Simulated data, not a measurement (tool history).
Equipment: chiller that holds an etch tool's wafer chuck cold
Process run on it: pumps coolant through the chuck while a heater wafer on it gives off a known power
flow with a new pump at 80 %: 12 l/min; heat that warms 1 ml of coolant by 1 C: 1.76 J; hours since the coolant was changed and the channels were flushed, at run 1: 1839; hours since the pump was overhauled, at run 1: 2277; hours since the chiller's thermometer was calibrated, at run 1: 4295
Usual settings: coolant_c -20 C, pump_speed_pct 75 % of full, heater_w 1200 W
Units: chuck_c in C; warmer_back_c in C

run   hour  coolant_c  pump_speed_pct  heater_w  hours since the coolant was changed and the channels were flushed  hours since the pump was overhauled  hours since the chiller's thermometer was calibrated  chuck_c  warmer_back_c
  1      0        -20              75      1200                                                               1839                                 2277                                                  4295    -10.9           3.85
  2   71.9        -20              75      1200                                                               1911                                 2348                                                  4366    -10.7           3.91
  3  155.7        -20              75      1200                                                               1995                                 2432                                                  4450    -10.9           3.89
  4  233.1        -20              75      1200                                                               2072                                 2510                                                  4528    -10.9           3.86
  5  295.6        -20              75      1200                                                               2135                                 2572                                                  4590    -10.8           3.86
  6    375        -20              75      1200                                                               2214                                 2652                                                  4670    -10.8           3.89
  7  456.8        -13              75      1200                                                               2296                                 2733                                                  4751     -3.9           3.87

Run 8 has not been measured yet. What should we expect?
  8  532.7        -20              75      1200                                                               2372                                 2809                                                  4827        ?              ?

For run 8 the tool returned chuck_c -10.8 C, warmer_back_c 3.87 C.
Without the tool's hidden state the same run would have given chuck_c -10.9 C, warmer_back_c 3.66 C.
